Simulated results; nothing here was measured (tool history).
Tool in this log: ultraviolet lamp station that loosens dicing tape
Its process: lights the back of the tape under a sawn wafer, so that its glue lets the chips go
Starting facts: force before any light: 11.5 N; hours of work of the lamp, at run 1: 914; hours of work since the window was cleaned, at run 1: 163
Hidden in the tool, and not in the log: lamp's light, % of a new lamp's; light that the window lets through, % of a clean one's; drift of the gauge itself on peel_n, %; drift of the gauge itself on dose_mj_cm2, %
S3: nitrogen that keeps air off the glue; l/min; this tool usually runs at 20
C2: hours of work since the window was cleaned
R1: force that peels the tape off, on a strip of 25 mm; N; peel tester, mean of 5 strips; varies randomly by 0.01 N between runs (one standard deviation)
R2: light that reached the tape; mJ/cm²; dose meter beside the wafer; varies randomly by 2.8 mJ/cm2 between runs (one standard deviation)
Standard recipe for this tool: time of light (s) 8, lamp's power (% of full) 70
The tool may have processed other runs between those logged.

Run 1, hour 0.0: usual settings; hours of work of the lamp 914; C2 163. Result: R1 0.840 N, R2 297 mJ/cm².
At hour 86.4: lamp changed.
Run 2, hour 93.7: usual settings but time of light (s) 4; hours of work of the lamp 4; C2 208. Result: R1 1.876 N, R2 195 mJ/cm².
Run 3, hour 186.2: usual settings but time of light (s) 7; hours of work of the lamp 49; C2 253. Result: R1 0.677 N, R2 331 mJ/cm².
Run 4, hour 238.4: usual settings; hours of work of the lamp 74; C2 278. Result: R1 0.543 N, R2 375 mJ/cm².
Run 5, hour 309.2: usual settings but S3 6 l/min; hours of work of the lamp 109; C2 313. Result: R1 1.369 N, R2 364 mJ/cm².
Run 6, hour 359.0: usual settings but S3 6 l/min; hours of work of the lamp 133; C2 337. Result: R1 1.306 N, R2 366 mJ/cm².
Run 7, hour 416.9: usual settings but S3 6 l/min; hours of work of the lamp 161; C2 365. Result: R1 1.403 N, R2 359 mJ/cm².
Run 8, hour 474.9: usual settings but S3 23 l/min; hours of work of the lamp 189; C2 394. Result: R1 0.539 N, R2 359 mJ/cm².
Run 9, hour 527.7: usual settings but lamp's power (% of full) 78; hours of work of the lamp 215; C2 419. Result: R1 0.476 N, R2 390 mJ/cm².
Run 10, hour 578.9: usual settings but lamp's power (% of full) 85; hours of work of the lamp 240; C2 444. Result: R1 0.421 N, R2 423 mJ/cm².
Run 11, hour 637.3: usual settings; hours of work of the lamp 269; C2 473. Result: R1 0.604 N, R2 348 mJ/cm².
Run 12, hour 694.7: usual settings; hours of work of the lamp 297; C2 501. Result: R1 0.627 N, R2 338 mJ/cm².
Run 13, hour 763.0: usual settings; hours of work of the lamp 330; C2 534. Result: R1 0.648 N, R2 336 mJ/cm².
At hour 784.6: window cleaned of glue's vapour.
Run 14, hour 852.8: usual settings; hours of work of the lamp 373; C2 33. Result: R1 0.587 N, R2 358 mJ/cm².
Run 15, hour 943.6: usual settings but time of light (s) 12; hours of work of the lamp 418; C2 78. Result: R1 0.304 N, R2 525 mJ/cm².
Run 16, hour 996.3: usual settings but time of light (s) 12; hours of work of the lamp 443; C2 103. Result: R1 0.311 N, R2 513 mJ/cm².
Run 17, hour 1089.0: usual settings but time of light (s) 10; hours of work of the lamp 489; C2 148. Result: R1 0.415 N, R2 421 mJ/cm².
Run 18, hour 1140.4: usual settings but time of light (s) 10; hours of work of the lamp 514; C2 173. Result: R1 0.415 N, R2 414 mJ/cm².
Run 19, hour 1198.8: usual settings but time of light (s) 10; hours of work of the lamp 542; C2 202. Result: R1 0.420 N, R2 415 mJ/cm².
Run 20, hour 1287.1: usual settings but time of light (s) 10; hours of work of the lamp 585; C2 245. Result: R1 0.456 N, R2 410 mJ/cm².
Run 21, hour 1356.0: usual settings but lamp's power (% of full) 87, S3 13 l/min; hours of work of the lamp 619; C2 279. Result: R1 0.615 N, R2 400 mJ/cm².
Run 22, hour 1448.7: usual settings but lamp's power (% of full) 89, S3 15 l/min; hours of work of the lamp 664; C2 324. Result: R1 0.591 N, R2 396 mJ/cm².
Run 23, hour 1501.2: usual settings but lamp's power (% of full) 89, S3 15 l/min; hours of work of the lamp 690; C2 349. Result: R1 0.589 N, R2 390 mJ/cm².
Run 24, hour 1551.9: usual settings but lamp's power (% of full) 82, S3 7 l/min; hours of work of the lamp 714; C2 374. Result: R1 1.254 N, R2 358 mJ/cm².
Run 25, hour 1595.4: usual settings but time of light (s) 9, lamp's power (% of full) 77, S3 12 l/min; hours of work of the lamp 736; C2 395. Result: R1 0.765 N, R2 376 mJ/cm².
Run 26, hour 1672.0: usual settings but time of light (s) 10; hours of work of the lamp 773; C2 433. Result: R1 0.523 N, R2 373 mJ/cm².
Run 27, hour 1736.2: usual settings but time of light (s) 10, lamp's power (% of full) 86, S3 13 l/min; hours of work of the lamp 804; C2 464. Result: R1 0.485 N, R2 452 mJ/cm².
Run 28, hour 1780.7: usual settings but time of light (s) 6, S3 10 l/min; hours of work of the lamp 826; C2 486. Result: R1 2.364 N, R2 219 mJ/cm².
Run 29, hour 1832.5: usual settings but time of light (s) 6, S3 10 l/min; hours of work of the lamp 851; C2 511. Result: R1 2.510 N, R2 212 mJ/cm².
Run 30, hour 1874.6: usual settings but time of light (s) 6, S3 10 l/min; hours of work of the lamp 872; C2 531. Result: R1 2.422 N, R2 213 mJ/cm².
At hour 1900.6: window cleaned of glue's vapour.
Run 31, hour 1935.3: usual settings but time of light (s) 4, lamp's power (% of full) 97, S3 8 l/min; hours of work of the lamp 901; C2 17. Result: R1 2.754 N, R2 212 mJ/cm².
Run 32, hour 2022.1: usual settings but time of light (s) 4, lamp's power (% of full) 97, S3 28 l/min; hours of work of the lamp 943; C2 59. Result: R1 1.385 N, R2 207 mJ/cm².
At hour 2043.4: lamp changed.
Run 33, hour 2067.9: usual settings but time of light (s) 4, lamp's power (% of full) 65, S3 29 l/min; hours of work of the lamp 12; C2 81. Result: R1 1.726 N, R2 182 mJ/cm².
Run 34, hour 2140.1: usual settings but time of light (s) 12, lamp's power (% of full) 62, S3 19 l/min; hours of work of the lamp 47; C2 116. Result: R1 0.306 N, R2 512 mJ/cm².
Run 35, hour 2196.0: usual settings but time of light (s) 9, lamp's power (% of full) 62, S3 19 l/min; hours of work of the lamp 74; C2 144. Result: R1 0.507 N, R2 386 mJ/cm².
Run 36, hour 2263.3: usual settings but time of light (s) 12, lamp's power (% of full) 62, S3 19 l/min; hours of work of the lamp 107; C2 176. Result: R1 0.333 N, R2 505 mJ/cm².
Run 37, hour 2327.4: usual settings but time of light (s) 12, lamp's power (% of full) 89, S3 13 l/min; hours of work of the lamp 138; C2 208. Result: R1 0.270 N, R2 715 mJ/cm².
Run 38, hour 2410.2: usual settings but lamp's power (% of full) 100, S3 11 l/min; hours of work of the lamp 179; C2 248. Result: R1 0.409 N, R2 528 mJ/cm².
Run 39, hour 2498.1: usual settings but lamp's power (% of full) 99, S3 23 l/min; hours of work of the lamp 222; C2 291. Result: R1 0.296 N, R2 518 mJ/cm².
Run 40, hour 2565.7: usual settings but time of light (s) 7, lamp's power (% of full) 99, S3 7 l/min; hours of work of the lamp 255; C2 324. Result: R1 0.854 N, R2 439 mJ/cm².

Alternative continuations, all from the tool just after run 40; predict every row:
Run A, hour 2653.9: usual settings but time of light (s) 6, lamp's power (% of full) 95, S3 7 l/min; hours of work of the lamp 298; C2 367. Result: R1 ?, R2 ?.
Run B, hour 2653.9: usual settings but time of light (s) 5, lamp's power (% of full) 61, S3 34 l/min; hours of work of the lamp 298; C2 367. Result: R1 ?, R2 ?.
Run C, hour 2653.9: usual settings but time of light (s) 5, lamp's power (% of full) 91, S3 38 l/min; hours of work of the lamp 298; C2 367. Result: R1 ?, R2 ?.

run     R1   R2
  A  1.215  355
  B  1.446  193
  C  0.625  284
Without the tool's hidden state the same runs would have given:
run     R1   R2
  A  0.915  409
  B  1.102  222
  C  0.471  327
